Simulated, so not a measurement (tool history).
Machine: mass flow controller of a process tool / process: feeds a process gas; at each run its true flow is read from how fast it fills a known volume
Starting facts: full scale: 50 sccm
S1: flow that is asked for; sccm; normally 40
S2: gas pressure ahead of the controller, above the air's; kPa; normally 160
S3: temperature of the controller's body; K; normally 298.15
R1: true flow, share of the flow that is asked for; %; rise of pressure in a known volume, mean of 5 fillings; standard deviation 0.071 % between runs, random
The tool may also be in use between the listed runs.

run 1 hour=0.0 | S1=40 S2=160 S3=298.15 | R1=99.56
run 2 hour=281.2 | S1=40 S2=160 S3=304.15 | R1=99.92
run 3 hour=430.3 | S1=40 S2=160 S3=298.15 | R1=99.48
run 4 hour=608.5 | S1=40 S2=160 S3=298.15 | R1=99.44
-- hour=625.4 controller's zero set anew
run 5 hour=728.4 | S1=40 S2=160 S3=298.15 | R1=99.33
run 6 hour=864.1 | S1=40 S2=160 S3=298.15 | R1=99.23
run 7 hour=1136.0 | S1=40 S2=160 S3=298.15 | R1=99.27
run 8 hour=1325.3 | S1=40 S2=160 S3=298.15 | R1=99.23
run 9 hour=1472.8 | S1=40 S2=160 S3=298.15 | R1=99.17
run 10 hour=1758.1 | S1=40 S2=160 S3=298.15 | R1=99.04
run 11 hour=1914.0 | S1=20 S2=242 S3=298.15 | R1=98.06
-- hour=1968.3 controller's zero set anew, once more
run 12 hour=2100.1 | S1=46 S2=146 S3=298.15 | R1=99.56

Hidden state or all else? Some run-to-run changes of R1, split into what the settings, what came in and random variation would give without the hidden state, and what is left for the hidden state (with any gauge scatter that isn't in both results):
The hidden state here: flow at rest that the sensor doesn't see, % of full scale; true flow over the shown one, %; drift of the gauge itself on true_pct, %.
Run 11 -> 12: S1 20 -> 46, S2 242 -> 146, controller's zero set anew, once more. R1 +1.50 %: hidden state +0.69, all else +0.81.
